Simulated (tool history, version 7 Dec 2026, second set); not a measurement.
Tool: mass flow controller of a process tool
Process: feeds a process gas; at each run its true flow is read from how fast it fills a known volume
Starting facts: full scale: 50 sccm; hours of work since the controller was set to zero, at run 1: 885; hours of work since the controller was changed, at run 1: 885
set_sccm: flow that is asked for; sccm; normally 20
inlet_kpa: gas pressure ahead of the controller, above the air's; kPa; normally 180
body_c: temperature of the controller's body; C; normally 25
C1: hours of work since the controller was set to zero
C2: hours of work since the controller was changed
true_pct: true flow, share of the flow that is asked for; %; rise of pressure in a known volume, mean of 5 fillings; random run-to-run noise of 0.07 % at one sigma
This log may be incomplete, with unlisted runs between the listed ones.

Run 1, hour 0: usual settings; C1 885; C2 885. Result: true_pct 98.84 %.
Run 2, hour 94.3: usual settings; C1 952; C2 952. Result: true_pct 98.79 %.
Run 3, hour 183.9: usual settings; C1 1015; C2 1015. Result: true_pct 98.9 %.
Run 4, hour 275.9: usual settings; C1 1080; C2 1080. Result: true_pct 98.79 %.
Run 5, hour 347: usual settings; C1 1130; C2 1130. Result: true_pct 98.76 %.
Run 6, hour 412.9: usual settings; C1 1176; C2 1176. Result: true_pct 98.63 %.
Run 7, hour 535.2: usual settings; C1 1263; C2 1263. Result: true_pct 98.8 %.
Run 8, hour 600.8: usual settings; C1 1309; C2 1309. Result: true_pct 98.79 %.
At hour 613: controller's zero set anew.
Run 9, hour 700.7: usual settings; C1 62; C2 1379. Result: true_pct 98.72 %.
Run 10, hour 762.1: usual settings but body_c 32 C; C1 105; C2 1422. Result: true_pct 98.23 %.
Run 11, hour 854.1: usual settings but body_c 32 C; C1 170; C2 1487. Result: true_pct 98.3 %.
Run 12, hour 976.5: usual settings but body_c 21 C; C1 256; C2 1574. Result: true_pct 98.86 %.
Run 13, hour 1089.1: usual settings but set_sccm 7 sccm; C1 336; C2 1653. Result: true_pct 96.58 %.
Run 14, hour 1167.2: usual settings but set_sccm 8 sccm; C1 391; C2 1708. Result: true_pct 97.01 %.
At hour 1225.7: controller's zero set anew, once more.
Run 15, hour 1234.1: usual settings but set_sccm 11 sccm, body_c 31 C; C1 6; C2 1755. Result: true_pct 98.67 %.
Run 16, hour 1298.4: usual settings but set_sccm 6 sccm, body_c 34 C; C1 51; C2 1800. Result: true_pct 97.92 %.
Run 17, hour 1374.4: usual settings but set_sccm 21 sccm, inlet_kpa 255 kPa, body_c 34 C; C1 105; C2 1854. Result: true_pct 98.37 %.
Run 18, hour 1470.6: usual settings but set_sccm 44 sccm, inlet_kpa 162 kPa, body_c 35 C; C1 173; C2 1922. Result: true_pct 99.87 %.
Run 19, hour 1557.9: usual settings but set_sccm 44 sccm, inlet_kpa 162 kPa, body_c 35 C; C1 234; C2 1984. Result: true_pct 100 %.
Run 20, hour 1620.9: usual settings but set_sccm 18 sccm, body_c 26 C; C1 279; C2 2028. Result: true_pct 99.23 %.
Run 21, hour 1750.8: usual settings but set_sccm 45 sccm, inlet_kpa 259 kPa; C1 370; C2 2120. Result: true_pct 99.77 %.
Run 22, hour 1834.8: usual settings but set_sccm 19 sccm, body_c 22 C; C1 430; C2 2179. Result: true_pct 99.31 %.
Run 23, hour 1914.6: usual settings but set_sccm 19 sccm, body_c 22 C; C1 486; C2 2235. Result: true_pct 99.27 %.
Run 24, hour 2039.5: usual settings but set_sccm 19 sccm, inlet_kpa 239 kPa, body_c 21 C; C1 574; C2 2323. Result: true_pct 98.91 %.
Run 25, hour 2107.5: usual settings but set_sccm 19 sccm, inlet_kpa 239 kPa, body_c 21 C; C1 622; C2 2371. Result: true_pct 98.9 %.

Measured less the same run without the tool's hidden state. The same run-to-run variation is in both; the gauge's scatter may not be:
The hidden state here: flow at rest that the sensor doesn't see, % of full scale; true flow over the shown one, %; drift of the gauge itself on true_pct, %.
run  true_pct
  1     -0.21
  2     -0.22
  3     -0.23
  4     -0.25
  5     -0.25
  6     -0.26
  7     -0.27
  8     -0.27
  9     -0.37
 10     -0.38
 11     -0.39
 12      -0.4
 13     -1.85
 14     -1.61
 15     +0.19
 16     -0.05
 17     +0.28
 18     +0.36
 19     +0.37
 20     +0.22
 21     +0.39
 22     +0.21
 23     +0.21
 24     +0.18
 25     +0.18
